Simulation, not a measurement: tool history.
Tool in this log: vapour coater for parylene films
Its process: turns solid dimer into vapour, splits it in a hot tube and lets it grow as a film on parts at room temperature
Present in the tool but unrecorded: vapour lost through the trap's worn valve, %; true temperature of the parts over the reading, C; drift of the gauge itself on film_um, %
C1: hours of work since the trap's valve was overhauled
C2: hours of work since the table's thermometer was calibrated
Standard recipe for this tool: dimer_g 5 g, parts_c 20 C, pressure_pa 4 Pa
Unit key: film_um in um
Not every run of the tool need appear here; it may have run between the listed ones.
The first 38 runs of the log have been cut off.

run 39 hour=1774.3 | dimer_g=7 parts_c=20 pressure_pa=10.28 | C1=89 C2=640 | film_um=1.26
run 40 hour=1839.3 | dimer_g=7 parts_c=17 pressure_pa=3.95 | C1=139 C2=689 | film_um=1.74
run 41 hour=1899.5 | dimer_g=5 parts_c=24 pressure_pa=4 | C1=184 C2=735 | film_um=0.95
run 42 hour=1928.7 | dimer_g=2 parts_c=29 pressure_pa=10.72 | C1=207 C2=757 | film_um=0.26
run 43 hour=1965.5 | dimer_g=2 parts_c=29 pressure_pa=10.72 | C1=234 C2=785 | film_um=0.26
run 44 hour=2024.2 | dimer_g=4 parts_c=19 pressure_pa=3.96 | C1=279 C2=829 | film_um=0.85
run 45 hour=2070.2 | dimer_g=4 parts_c=19 pressure_pa=3.96 | C1=314 C2=864 | film_um=0.81
-- hour=2085.3 trap's valve overhauled
run 46 hour=2128.8 | dimer_g=4 parts_c=19 pressure_pa=3.96 | C1=33 C2=906 | film_um=0.94

Consider 4 possible next runs. They are alternatives, not a sequence: every one starts from the tool as it was left by run 46. What does each give?
-- hour=2189.7 table's thermometer calibrated
run A hour=2190.5 | dimer_g=5 parts_c=20 pressure_pa=3.1 | C1=79 C2=1 | film_um=?
-- hour=2189.7 table's thermometer calibrated
run B hour=2190.5 | dimer_g=4 parts_c=15 pressure_pa=6.31 | C1=79 C2=1 | film_um=?
-- hour=2189.7 table's thermometer calibrated
run C hour=2190.5 | dimer_g=7 parts_c=25 pressure_pa=6.28 | C1=79 C2=1 | film_um=?
-- hour=2189.7 table's thermometer calibrated
run D hour=2190.5 | dimer_g=3 parts_c=20 pressure_pa=10.64 | C1=79 C2=1 | film_um=?

run=A film_um=1.26
run=B film_um=0.99
run=C film_um=1.23
run=D film_um=0.55
Take away the tool's hidden state, keep each run's random variation, and the runs would have read:
run=A film_um=1.31
run=B film_um=1.04
run=C film_um=1.28
run=D film_um=0.57
